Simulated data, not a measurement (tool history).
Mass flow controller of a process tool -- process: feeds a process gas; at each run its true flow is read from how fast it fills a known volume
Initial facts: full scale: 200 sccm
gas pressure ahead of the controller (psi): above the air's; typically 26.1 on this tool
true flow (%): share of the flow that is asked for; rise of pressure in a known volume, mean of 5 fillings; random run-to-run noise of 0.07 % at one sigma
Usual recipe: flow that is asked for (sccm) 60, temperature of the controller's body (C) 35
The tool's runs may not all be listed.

| run | hour | flow that is asked for (sccm) | gas pressure ahead of the controller (psi) | temperature of the controller's body (C) | true flow (%) |
|---|---|---|---|---|---|
| 1 | 0.0 | 60 | 26.1 | 35 | 98.16 |
| 2 | 176.7 | 60 | 26.1 | 35 | 98.12 |
| 3 | 327.2 | 60 | 26.1 | 35 | 98.17 |
| 4 | 657.5 | 46 | 26.1 | 35 | 98.28 |
| 5 | 994.6 | 60 | 26.1 | 35 | 98.38 |
| 6 | 1244.8 | 60 | 26.1 | 35 | 98.47 |
| 7 | 1597.8 | 60 | 26.1 | 35 | 98.52 |
| 8 | 1891.4 | 60 | 26.1 | 35 | 98.67 |
| 9 | 2225.2 | 60 | 26.1 | 35 | 98.64 |
| 10 | 2395.3 | 60 | 26.1 | 35 | 98.72 |
| 11 | 2728.4 | 60 | 26.1 | 35 | 98.77 |
| 12 | 2932.0 | 60 | 26.1 | 35 | 98.70 |
| 13 | 3143.1 | 60 | 26.1 | 24 | 100.13 |
| 14 | 3450.7 | 60 | 26.1 | 35 | 98.85 |
| 15 | 3643.3 | 60 | 21.2 | 35 | 98.88 |
| 16 | 3806.1 | 60 | 21.2 | 35 | 98.80 |
| 17 | 4065.1 | 60 | 21.2 | 35 | 98.92 |
| 18 | 4267.5 | 60 | 21.2 | 35 | 99.05 |
| 19 | 4425.4 | 60 | 26.1 | 29 | 99.89 |
| 20 | 4584.8 | 30 | 26.1 | 29 | 99.69 |
| 21 | 4839.6 | 60 | 26.1 | 32 | 99.71 |
| 22 | 5019.2 | 58 | 26.1 | 32 | 99.52 |
| 23 | 5261.8 | 58 | 26.1 | 32 | 99.75 |
| 24 | 5562.7 | 58 | 26.1 | 32 | 99.84 |
| 25 | 5794.8 | 58 | 26.1 | 32 | 99.79 |
| 26 | 6078.6 | 36 | 25.4 | 23 | 100.59 |
| 27 | 6430.5 | 116 | 34.2 | 23 | 101.54 |
|  | 6605.8 | gauge calibrated |
| 28 | 6609.1 | 60 | 39.5 | 21 | 100.29 |
|  | 6662.2 | controller exchanged for a calibrated one |
| 29 | 6930.6 | 66 | 28.0 | 21 | 99.75 |
| 30 | 7278.3 | 66 | 28.0 | 21 | 99.81 |
| 31 | 7469.8 | 55 | 34.1 | 29 | 99.24 |
| 32 | 7655.4 | 112 | 34.1 | 31 | 99.40 |
| 33 | 7887.4 | 112 | 34.1 | 31 | 99.45 |
| 34 | 8084.6 | 112 | 34.1 | 31 | 99.51 |
| 35 | 8343.9 | 112 | 34.1 | 31 | 99.65 |
| 36 | 8622.4 | 112 | 34.1 | 31 | 99.69 |
| 37 | 8874.0 | 112 | 34.1 | 31 | 99.76 |
| 38 | 9204.6 | 112 | 34.1 | 31 | 99.73 |
| 39 | 9362.4 | 35 | 37.6 | 31 | 99.50 |
| 40 | 9720.0 | 35 | 37.6 | 31 | 99.77 |
| 41 | 9918.0 | 199 | 26.1 | 35 | 99.49 |
| 42 | 10148.1 | 199 | 26.1 | 35 | 99.79 |
| 43 | 10511.1 | 96 | 20.5 | 26 | 99.93 |
| 44 | 10658.6 | 51 | 27.8 | 35 | 99.20 |
| 45 | 10842.5 | 60 | 20.9 | 35 | 98.87 |
| 46 | 11071.7 | 43 | 26.1 | 20 | 100.60 |
| 47 | 11253.4 | 35 | 40.5 | 28 | 100.64 |
| 48 | 11571.4 | 22 | 33.6 | 20 | 101.00 |
| 49 | 11834.8 | 79 | 25.5 | 24 | 100.46 |

Below, some changes in true flow (%) between adjacent runs. For each, the amount present without the hidden state too (settings, incoming material, random variation) and the amount remaining for the hidden state with gauge scatter not shared by both compared results:
The hidden state here: flow at rest that the sensor doesn't see, % of full scale; true flow over the shown one, %; drift of the gauge itself on true_pct, %.
Run 12 -> 13: temperature of the controller's body (C) 35 -> 24. true flow (%) +1.43: hidden state +0.06, all else +1.37.
Run 13 -> 14: temperature of the controller's body (C) 24 -> 35. true flow (%) -1.28: hidden state +0.07, all else -1.35.
Run 26 -> 27: flow that is asked for (sccm) 36 -> 116, gas pressure ahead of the controller (psi) 25.4 -> 34.2. true flow (%) +0.95: hidden state +0.12, all else +0.83.
Run 27 -> 28: flow that is asked for (sccm) 116 -> 60, gas pressure ahead of the controller (psi) 34.2 -> 39.5, temperature of the controller's body (C) 23 -> 21, gauge calibrated. true flow (%) -1.25: hidden state -1.54, all else +0.29.
Run 39 -> 40: no setting changed, nothing entered. true flow (%) +0.27: hidden state +0.09, all else +0.18.
Run 45 -> 46: flow that is asked for (sccm) 60 -> 43, gas pressure ahead of the controller (psi) 20.9 -> 26.1, temperature of the controller's body (C) 35 -> 20. true flow (%) +1.73: hidden state +0.08, all else +1.65.

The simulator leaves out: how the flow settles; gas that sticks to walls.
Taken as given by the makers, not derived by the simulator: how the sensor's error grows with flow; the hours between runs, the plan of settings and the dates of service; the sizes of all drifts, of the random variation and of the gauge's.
